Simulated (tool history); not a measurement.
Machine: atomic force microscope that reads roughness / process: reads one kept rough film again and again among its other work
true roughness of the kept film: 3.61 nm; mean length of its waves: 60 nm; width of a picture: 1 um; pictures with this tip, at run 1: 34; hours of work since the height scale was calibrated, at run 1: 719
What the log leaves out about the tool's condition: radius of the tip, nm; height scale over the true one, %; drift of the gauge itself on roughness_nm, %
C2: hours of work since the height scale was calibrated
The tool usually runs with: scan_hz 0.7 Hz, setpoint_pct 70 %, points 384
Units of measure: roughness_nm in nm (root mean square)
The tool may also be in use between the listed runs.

Run 1, day 0: usual settings; pictures with this tip 34; C2 719. Result: roughness_nm 3.373 nm (root mean square).
Run 2, day 1.879: usual settings; pictures with this tip 74; C2 739. Result: roughness_nm 3.352 nm (root mean square).
At day 2.004: new tip fitted.
Run 3, day 4.088: usual settings but setpoint_pct 62 %; pictures with this tip 44; C2 762. Result: roughness_nm 3.427 nm (root mean square).
Run 4, day 5.096: usual settings; pictures with this tip 65; C2 773. Result: roughness_nm 3.355 nm (root mean square).
At day 5.65: new tip fitted.
Run 5, day 7.117: usual settings; pictures with this tip 31; C2 794. Result: roughness_nm 3.395 nm (root mean square).
At day 9.296: new tip fitted.
Run 6, day 9.325: usual settings; pictures with this tip 1; C2 817. Result: roughness_nm 3.427 nm (root mean square).
Run 7, day 11.183: usual settings; pictures with this tip 40; C2 837. Result: roughness_nm 3.369 nm (root mean square).
At day 12.95: new tip fitted.
Run 8, day 13.367: usual settings but scan_hz 0.889 Hz; pictures with this tip 9; C2 860. Result: roughness_nm 3.366 nm (root mean square).
Run 9, day 15.646: usual settings but scan_hz 0.889 Hz; pictures with this tip 57; C2 884. Result: roughness_nm 3.351 nm (root mean square).
At day 16.629: new tip fitted.
Run 10, day 16.812: usual settings but scan_hz 0.889 Hz; pictures with this tip 4; C2 896. Result: roughness_nm 3.365 nm (root mean square).
Run 11, day 17.808: usual settings but scan_hz 0.889 Hz; pictures with this tip 25; C2 907. Result: roughness_nm 3.366 nm (root mean square).
Run 12, day 19.038: usual settings but scan_hz 0.889 Hz; pictures with this tip 50; C2 920. Result: roughness_nm 3.348 nm (root mean square).
At day 20.275: new tip fitted.
Run 13, day 21: usual settings; pictures with this tip 15; C2 940. Result: roughness_nm 3.417 nm (root mean square).
Run 14, day 23.142: usual settings; pictures with this tip 60; C2 963. Result: roughness_nm 3.375 nm (root mean square).
At day 23.95: new tip fitted.
Run 15, day 25.408: usual settings; pictures with this tip 31; C2 987. Result: roughness_nm 3.428 nm (root mean square).
Run 16, day 26.596: usual settings; pictures with this tip 56; C2 999. Result: roughness_nm 3.386 nm (root mean square).
At day 27.525: new tip fitted.
Run 17, day 28.025: usual settings; pictures with this tip 10; C2 1014. Result: roughness_nm 3.423 nm (root mean square).
Run 18, day 29.192: usual settings; pictures with this tip 35; C2 1027. Result: roughness_nm 3.403 nm (root mean square).
Run 19, day 31.004: usual settings; pictures with this tip 73; C2 1046. Result: roughness_nm 3.339 nm (root mean square).
At day 31.225: new tip fitted.
Run 20, day 32.038: usual settings; pictures with this tip 17; C2 1057. Result: roughness_nm 3.421 nm (root mean square).
Run 21, day 33.538: usual settings; pictures with this tip 49; C2 1072. Result: roughness_nm 3.38 nm (root mean square).
At day 34.921: new tip fitted.
Run 22, day 34.988: usual settings; pictures with this tip 2; C2 1088. Result: roughness_nm 3.459 nm (root mean square).
Run 23, day 36.804: usual settings; pictures with this tip 40; C2 1107. Result: roughness_nm 3.398 nm (root mean square).
At day 38.554: new tip fitted.
At day 38.779: height scale calibrated on a step standard.
Run 24, day 38.779: usual settings but scan_hz 1.743 Hz, setpoint_pct 56 %, points 657; pictures with this tip 4; C2 0. Result: roughness_nm 3.387 nm (root mean square).
Run 25, day 40.388: usual settings but scan_hz 1.743 Hz, setpoint_pct 56 %, points 657; pictures with this tip 38; C2 17. Result: roughness_nm 3.349 nm (root mean square).
At day 42.262: new tip fitted.
Run 26, day 42.275: usual settings but scan_hz 1.236 Hz, setpoint_pct 76 %, points 772; pictures with this tip 0; C2 37. Result: roughness_nm 3.231 nm (root mean square).
Run 27, day 44.358: usual settings but scan_hz 1.236 Hz, setpoint_pct 76 %, points 772; pictures with this tip 44; C2 59. Result: roughness_nm 3.177 nm (root mean square).

The next listed run, before its measurement:
At day 45.921: new tip fitted.
Run 28, day 46.542: usual settings but scan_hz 3.814 Hz, setpoint_pct 76 %, points 955; pictures with this tip 13; C2 82. Result: roughness_nm ?.

{"run 28": {"roughness_nm": 2.69}}
With the hidden condition absent and the run-to-run variation left alone, this run would have shown roughness_nm 2.701 nm (root mean square).
